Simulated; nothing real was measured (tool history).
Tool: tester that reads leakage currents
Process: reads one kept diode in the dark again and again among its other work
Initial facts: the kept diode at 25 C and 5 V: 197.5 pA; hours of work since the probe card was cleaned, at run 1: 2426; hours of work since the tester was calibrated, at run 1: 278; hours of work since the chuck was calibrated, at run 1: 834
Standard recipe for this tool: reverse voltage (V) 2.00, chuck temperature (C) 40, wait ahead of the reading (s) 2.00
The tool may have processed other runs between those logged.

| run | hour | reverse voltage (V) | chuck temperature (C) | wait ahead of the reading (s) | hours of work since the probe card was cleaned | hours of work since the tester was calibrated | hours of work since the chuck was calibrated | current that the tester gives (pA) |
|---|---|---|---|---|---|---|---|---|
| 1 | 0.0 | 2.00 | 40 | 2.00 | 2426 | 278 | 834 | 503.82 |
| 2 | 106.7 | 2.00 | 40 | 2.00 | 2492 | 344 | 900 | 503.96 |
| 3 | 196.4 | 2.00 | 40 | 2.00 | 2547 | 400 | 955 | 501.39 |
| 4 | 261.5 | 2.00 | 40 | 2.00 | 2587 | 440 | 995 | 505.46 |
| 5 | 322.0 | 2.00 | 22 | 2.00 | 2624 | 477 | 1033 | 108.77 |
| 6 | 436.8 | 2.00 | 22 | 2.00 | 2695 | 548 | 1104 | 108.99 |
| 7 | 569.8 | 2.00 | 22 | 2.00 | 2778 | 631 | 1186 | 109.02 |
| 8 | 671.5 | 2.00 | 22 | 2.00 | 2841 | 693 | 1249 | 108.94 |
| 9 | 769.4 | 2.00 | 40 | 2.00 | 2901 | 754 | 1309 | 503.18 |
| 10 | 833.5 | 2.00 | 40 | 2.00 | 2941 | 794 | 1349 | 500.11 |
| 11 | 888.9 | 2.00 | 40 | 2.00 | 2975 | 828 | 1383 | 507.04 |
| 12 | 1004.0 | 2.00 | 40 | 2.00 | 3046 | 899 | 1454 | 503.00 |
| 13 | 1081.9 | 2.00 | 40 | 2.00 | 3094 | 947 | 1502 | 504.16 |
| 14 | 1142.1 | 2.00 | 31 | 2.00 | 3131 | 984 | 1540 | 239.28 |
| 15 | 1254.3 | 2.00 | 31 | 2.00 | 3201 | 1054 | 1609 | 239.34 |
|  | 1308.9 | chuck's temperature calibrated |
| 16 | 1337.8 | 2.00 | 40 | 2.00 | 3251 | 1104 | 18 | 503.95 |
| 17 | 1452.1 | 2.00 | 40 | 2.00 | 3322 | 1175 | 88 | 505.63 |
|  | 1572.5 | probe card cleaned and baked |
| 18 | 1579.1 | 2.00 | 40 | 2.00 | 4 | 1251 | 165 | 504.38 |
| 19 | 1654.3 | 2.00 | 40 | 2.00 | 51 | 1298 | 212 | 504.79 |
| 20 | 1733.7 | 2.00 | 40 | 2.00 | 100 | 1347 | 261 | 505.74 |
| 21 | 1837.4 | 2.00 | 40 | 2.00 | 164 | 1411 | 325 | 502.49 |
| 22 | 1932.3 | 16.50 | 30 | 0.35 | 222 | 1469 | 383 | 474.37 |
| 23 | 2012.2 | 14.22 | 28 | 3.50 | 272 | 1519 | 433 | 372.81 |
| 24 | 2073.5 | 14.22 | 28 | 3.50 | 310 | 1557 | 471 | 374.15 |
| 25 | 2172.2 | 4.46 | 20 | 2.00 | 371 | 1618 | 532 | 121.41 |
| 26 | 2292.7 | 6.11 | 21 | 1.92 | 445 | 1692 | 606 | 148.74 |
| 27 | 2412.2 | 6.11 | 21 | 1.92 | 519 | 1766 | 680 | 147.80 |
| 28 | 2523.5 | 5.00 | 31 | 0.77 | 588 | 1835 | 749 | 331.38 |
| 29 | 2593.4 | 5.00 | 31 | 0.77 | 631 | 1878 | 792 | 334.44 |
| 30 | 2692.5 | 5.00 | 31 | 3.45 | 692 | 1939 | 853 | 332.33 |
| 31 | 2796.0 | 5.00 | 31 | 3.45 | 756 | 2003 | 917 | 332.13 |
| 32 | 2853.8 | 15.71 | 41 | 8.07 | 792 | 2039 | 953 | 1147.53 |
| 33 | 2958.4 | 4.42 | 20 | 5.13 | 856 | 2104 | 1017 | 120.81 |
| 34 | 3078.5 | 12.29 | 47 | 6.70 | 931 | 2178 | 1092 | 1666.56 |
| 35 | 3141.3 | 2.00 | 32 | 2.00 | 969 | 2217 | 1130 | 260.92 |
| 36 | 3263.0 | 2.00 | 27 | 3.57 | 1045 | 2292 | 1206 | 169.35 |
| 37 | 3323.3 | 2.06 | 49 | 3.96 | 1082 | 2329 | 1243 | 1026.37 |
| 38 | 3401.1 | 2.06 | 49 | 3.96 | 1130 | 2377 | 1291 | 1029.97 |
| 39 | 3486.2 | 6.69 | 40 | 5.70 | 1183 | 2430 | 1344 | 776.40 |
| 40 | 3600.3 | 6.69 | 41 | 5.70 | 1253 | 2500 | 1414 | 840.61 |
| 41 | 3712.1 | 3.19 | 40 | 2.00 | 1322 | 2569 | 1483 | 591.29 |

Consider 3 possible next runs. They are alternatives, not a sequence: every one starts from the tool as it was left by run 41. What does each give?
| A | 3839.9 | 4.16 | 40 | 2.00 | 1401 | 2648 | 1562 | ? |
| B | 3839.9 | 2.55 | 23 | 0.73 | 1401 | 2648 | 1562 | ? |
| C | 3839.9 | 1.96 | 40 | 2.00 | 1401 | 2648 | 1562 | ? |

| run | current that the tester gives (pA) |
|---|---|
| A | 654.08 |
| B | 130.33 |
| C | 500.66 |
With the hidden condition removed and each run's random variation left untouched, the same runs would have given:
| run | current that the tester gives (pA) |
|---|---|
| A | 655.61 |
| B | 130.66 |
| C | 501.84 |
